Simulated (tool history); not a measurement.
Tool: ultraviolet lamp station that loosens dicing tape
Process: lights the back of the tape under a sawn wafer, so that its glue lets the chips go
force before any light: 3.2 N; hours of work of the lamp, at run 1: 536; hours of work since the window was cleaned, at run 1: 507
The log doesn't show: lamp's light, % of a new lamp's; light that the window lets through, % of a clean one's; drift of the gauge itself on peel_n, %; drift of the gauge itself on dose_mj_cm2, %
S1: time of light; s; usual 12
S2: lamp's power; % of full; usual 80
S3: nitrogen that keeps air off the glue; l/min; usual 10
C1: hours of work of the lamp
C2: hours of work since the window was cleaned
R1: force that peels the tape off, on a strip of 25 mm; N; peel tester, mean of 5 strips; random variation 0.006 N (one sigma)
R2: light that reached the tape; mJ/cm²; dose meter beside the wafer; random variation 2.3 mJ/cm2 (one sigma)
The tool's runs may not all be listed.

run 1 day=0.000 | S1=12 S2=80 S3=10 | C1=536 C2=507 | R1=0.286 R2=169
run 2 day=0.579 | S1=12 S2=64 S3=10 | C1=546 C2=516 | R1=0.453 R2=140
run 3 day=1.692 | S1=12 S2=80 S3=10 | C1=563 C2=534 | R1=0.288 R2=174
run 4 day=2.404 | S1=12 S2=80 S3=10 | C1=575 C2=545 | R1=0.288 R2=168
run 5 day=2.942 | S1=12 S2=80 S3=10 | C1=583 C2=554 | R1=0.288 R2=170
run 6 day=3.567 | S1=12 S2=80 S3=10 | C1=593 C2=564 | R1=0.297 R2=168
run 7 day=4.588 | S1=12 S2=80 S3=4 | C1=609 C2=580 | R1=0.445 R2=162
run 8 day=5.588 | S1=12 S2=63 S3=10 | C1=625 C2=596 | R1=0.473 R2=128
run 9 day=6.488 | S1=12 S2=100 S3=10 | C1=640 C2=610 | R1=0.186 R2=203
run 10 day=7.275 | S1=12 S2=100 S3=10 | C1=652 C2=623 | R1=0.187 R2=203
-- day=7.942 window cleaned of glue's vapour
run 11 day=7.954 | S1=12 S2=80 S3=10 | C1=663 C2=0 | R1=0.353 R2=152
run 12 day=8.546 | S1=21 S2=80 S3=10 | C1=672 C2=10 | R1=0.111 R2=263
run 13 day=9.679 | S1=12 S2=94 S3=10 | C1=690 C2=28 | R1=0.267 R2=177
run 14 day=10.508 | S1=12 S2=94 S3=10 | C1=703 C2=41 | R1=0.273 R2=173
run 15 day=11.025 | S1=12 S2=94 S3=10 | C1=711 C2=49 | R1=0.281 R2=174
run 16 day=11.746 | S1=12 S2=94 S3=10 | C1=723 C2=60 | R1=0.282 R2=170
run 17 day=12.854 | S1=12 S2=80 S3=10 | C1=740 C2=78 | R1=0.376 R2=145
run 18 day=13.562 | S1=12 S2=80 S3=10 | C1=752 C2=89 | R1=0.379 R2=144
run 19 day=14.483 | S1=12 S2=80 S3=10 | C1=766 C2=104 | R1=0.410 R2=144
-- day=14.608 window cleaned of glue's vapour, once more
run 20 day=15.221 | S1=12 S2=80 S3=10 | C1=778 C2=10 | R1=0.294 R2=166
run 21 day=16.000 | S1=12 S2=80 S3=10 | C1=790 C2=22 | R1=0.284 R2=166
run 22 day=17.067 | S1=12 S2=87 S3=10 | C1=807 C2=39 | R1=0.254 R2=177
run 23 day=17.579 | S1=12 S2=87 S3=10 | C1=815 C2=47 | R1=0.254 R2=173
run 24 day=18.162 | S1=12 S2=78 S3=7 | C1=825 C2=57 | R1=0.356 R2=162
run 25 day=18.896 | S1=17 S2=64 S3=10 | C1=836 C2=68 | R1=0.245 R2=181
run 26 day=19.938 | S1=17 S2=64 S3=10 | C1=853 C2=85 | R1=0.243 R2=183
run 27 day=20.608 | S1=17 S2=64 S3=10 | C1=863 C2=95 | R1=0.234 R2=179
run 28 day=21.650 | S1=17 S2=64 S3=10 | C1=880 C2=112 | R1=0.243 R2=181
run 29 day=22.167 | S1=17 S2=64 S3=10 | C1=888 C2=120 | R1=0.255 R2=178
run 30 day=23.279 | S1=17 S2=64 S3=10 | C1=906 C2=138 | R1=0.272 R2=177
run 31 day=24.079 | S1=17 S2=64 S3=10 | C1=919 C2=151 | R1=0.248 R2=180
run 32 day=24.567 | S1=20 S2=88 S3=14 | C1=926 C2=158 | R1=0.081 R2=284
run 33 day=25.104 | S1=20 S2=88 S3=14 | C1=935 C2=167 | R1=0.087 R2=282
run 34 day=25.962 | S1=21 S2=95 S3=3 | C1=949 C2=181 | R1=0.125 R2=315
run 35 day=26.696 | S1=21 S2=95 S3=3 | C1=960 C2=192 | R1=0.131 R2=319
run 36 day=27.279 | S1=8 S2=95 S3=3 | C1=970 C2=201 | R1=0.785 R2=121
run 37 day=28.342 | S1=8 S2=95 S3=3 | C1=986 C2=218 | R1=0.846 R2=120
run 38 day=28.912 | S1=8 S2=95 S3=3 | C1=996 C2=227 | R1=0.832 R2=120
run 39 day=30.050 | S1=18 S2=97 S3=3 | C1=1014 C2=246 | R1=0.191 R2=268
run 40 day=30.533 | S1=18 S2=97 S3=3 | C1=1021 C2=253 | R1=0.191 R2=266
run 41 day=31.233 | S1=9 S2=99 S3=8 | C1=1032 C2=264 | R1=0.460 R2=136
run 42 day=32.050 | S1=9 S2=99 S3=8 | C1=1045 C2=277 | R1=0.488 R2=133
run 43 day=33.038 | S1=14 S2=64 S3=8 | C1=1061 C2=293 | R1=0.484 R2=135

Some steps in R1 between neighbouring runs. How much of each would the tool show without its hidden state too (settings, what came in, random variation), and how much is left for the hidden state, with any gauge scatter that isn't in both results?
Run 8 -> 9: S2 63 -> 100. R1 -0.287 N: hidden state -0.117, all else -0.170.
Run 11 -> 12: S1 12 -> 21. R1 -0.242 N: hidden state -0.152, all else -0.090.
Run 35 -> 36: S1 21 -> 8. R1 +0.654 N: hidden state +0.275, all else +0.379.
Run 38 -> 39: S1 8 -> 18, S2 95 -> 97. R1 -0.641 N: hidden state -0.259, all else -0.382.

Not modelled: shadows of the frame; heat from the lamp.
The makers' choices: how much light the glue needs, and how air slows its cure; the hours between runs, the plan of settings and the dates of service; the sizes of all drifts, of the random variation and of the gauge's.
